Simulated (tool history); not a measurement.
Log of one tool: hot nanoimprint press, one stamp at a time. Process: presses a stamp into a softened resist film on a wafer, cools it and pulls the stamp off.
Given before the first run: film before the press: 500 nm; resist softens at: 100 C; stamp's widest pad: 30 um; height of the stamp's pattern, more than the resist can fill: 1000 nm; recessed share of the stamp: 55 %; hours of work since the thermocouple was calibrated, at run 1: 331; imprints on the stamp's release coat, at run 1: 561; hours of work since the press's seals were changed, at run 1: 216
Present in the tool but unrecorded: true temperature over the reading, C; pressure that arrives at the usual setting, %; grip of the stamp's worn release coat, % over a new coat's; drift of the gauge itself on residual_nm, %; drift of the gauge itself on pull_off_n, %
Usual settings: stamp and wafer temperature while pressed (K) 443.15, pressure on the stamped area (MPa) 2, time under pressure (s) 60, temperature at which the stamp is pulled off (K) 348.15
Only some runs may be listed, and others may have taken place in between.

| run | hour | stamp and wafer temperature while pressed (K) | pressure on the stamped area (MPa) | time under pressure (s) | temperature at which the stamp is pulled off (K) | hours of work since the thermocouple was calibrated | imprints on the stamp's release coat | hours of work since the press's seals were changed | resist left under the stamp's widest pad (Å) | greatest force while the stamp is pulled off (N) |
|---|---|---|---|---|---|---|---|---|---|---|
| 1 | 0 | 443.15 | 2 | 60 | 348.15 | 331 | 561 | 216 | 1992 | 144 |
|  | 12.6 | stamp cleaned and given a new release coat |
| 2 | 12.6 | 443.15 | 2 | 60 | 348.15 | 335 | 0 | 220 | 2014 | 134 |
| 3 | 21.7 | 444.15 | 2 | 60 | 348.15 | 340 | 22 | 225 | 1893 | 130 |
| 4 | 26.8 | 444.15 | 2 | 60 | 348.15 | 343 | 35 | 228 | 1903 | 133 |
| 5 | 32.1 | 444.15 | 2 | 60 | 348.15 | 346 | 48 | 231 | 1921 | 135 |
| 6 | 37.3 | 443.15 | 2 | 60 | 348.15 | 349 | 61 | 234 | 1982 | 136 |
| 7 | 44.4 | 443.15 | 2 | 60 | 348.15 | 353 | 78 | 238 | 1968 | 136 |
| 8 | 49.3 | 443.15 | 2 | 60 | 348.15 | 356 | 90 | 241 | 1966 | 136 |
| 9 | 59.1 | 443.15 | 2 | 60 | 348.15 | 362 | 114 | 247 | 1973 | 136 |
| 10 | 68 | 443.15 | 2 | 117 | 348.15 | 367 | 136 | 252 | 1550 | 136 |
| 11 | 73.3 | 443.15 | 2 | 42 | 348.15 | 370 | 149 | 255 | 2230 | 138 |
| 12 | 80.6 | 443.15 | 2 | 42 | 348.15 | 374 | 167 | 259 | 2220 | 136 |
| 13 | 91.6 | 443.15 | 2 | 60 | 348.15 | 381 | 194 | 266 | 1973 | 137 |
| 14 | 97.1 | 443.15 | 2 | 60 | 348.15 | 384 | 208 | 269 | 1984 | 136 |
|  | 101 | plate thermocouple calibrated |
| 15 | 107.6 | 443.15 | 2 | 60 | 348.15 | 4 | 227 | 273 | 1888 | 135 |
| 16 | 116.6 | 438.15 | 2 | 60 | 348.15 | 9 | 249 | 279 | 2326 | 139 |
| 17 | 125 | 452.15 | 2.4 | 60 | 348.15 | 14 | 269 | 283 | 1182 | 139 |
|  | 135.3 | plate thermocouple calibrated, once more |
| 18 | 135.4 | 435.15 | 2.55 | 60 | 348.15 | 0 | 288 | 288 | 2609 | 142 |
| 19 | 141.9 | 435.15 | 2.55 | 60 | 348.15 | 4 | 304 | 292 | 2619 | 141 |
| 20 | 148.6 | 435.15 | 1.84 | 60 | 350.15 | 8 | 320 | 295 | 3058 | 139 |
| 21 | 154.5 | 444.15 | 2.9 | 60 | 348.15 | 11 | 335 | 299 | 1639 | 142 |
| 22 | 160.9 | 444.15 | 2.9 | 60 | 348.15 | 15 | 351 | 303 | 1629 | 144 |
| 23 | 168.7 | 447.15 | 3.17 | 70 | 335.15 | 19 | 370 | 307 | 1295 | 177 |
| 24 | 176.9 | 446.15 | 1.56 | 60 | 342.15 | 24 | 390 | 312 | 2129 | 161 |
| 25 | 182.5 | 446.15 | 1.53 | 49 | 342.15 | 27 | 404 | 315 | 2280 | 159 |
| 26 | 192.9 | 432.15 | 2 | 73 | 348.15 | 33 | 430 | 321 | 3074 | 148 |
| 27 | 201.4 | 432.15 | 2.47 | 73 | 346.15 | 38 | 450 | 326 | 2830 | 153 |
| 28 | 207.5 | 443.15 | 2.11 | 45 | 337.15 | 42 | 466 | 330 | 2243 | 172 |
| 29 | 216.9 | 434.15 | 2.11 | 33 | 337.15 | 47 | 489 | 335 | 3446 | 176 |

Branching from run 29: 5 alternative next runs. What would each branch give?
| A | 227.5 | 447.15 | 1.65 | 78 | 337.15 | 54 | 515 | 341 | ? | ? |
| B | 227.5 | 443.15 | 2 | 43 | 348.15 | 54 | 515 | 341 | ? | ? |
| C | 227.5 | 438.15 | 2.11 | 36 | 337.15 | 54 | 515 | 341 | ? | ? |
| D | 227.5 | 434.15 | 2 | 60 | 348.15 | 54 | 515 | 341 | ? | ? |
| E | 227.5 | 450.15 | 2.11 | 74 | 337.15 | 54 | 515 | 341 | ? | ? |

| run | resist left under the stamp's widest pad (Å) | greatest force while the stamp is pulled off (N) |
|---|---|---|
| A | 1799 | 176 |
| B | 2347 | 144 |
| C | 2931 | 175 |
| D | 3025 | 146 |
| E | 1402 | 174 |
Without the tool's hidden state the same runs would have given:
| run | resist left under the stamp's widest pad (Å) | greatest force while the stamp is pulled off (N) |
|---|---|---|
| A | 1817 | 163 |
| B | 2368 | 134 |
| C | 2955 | 162 |
| D | 3054 | 136 |
| E | 1414 | 162 |

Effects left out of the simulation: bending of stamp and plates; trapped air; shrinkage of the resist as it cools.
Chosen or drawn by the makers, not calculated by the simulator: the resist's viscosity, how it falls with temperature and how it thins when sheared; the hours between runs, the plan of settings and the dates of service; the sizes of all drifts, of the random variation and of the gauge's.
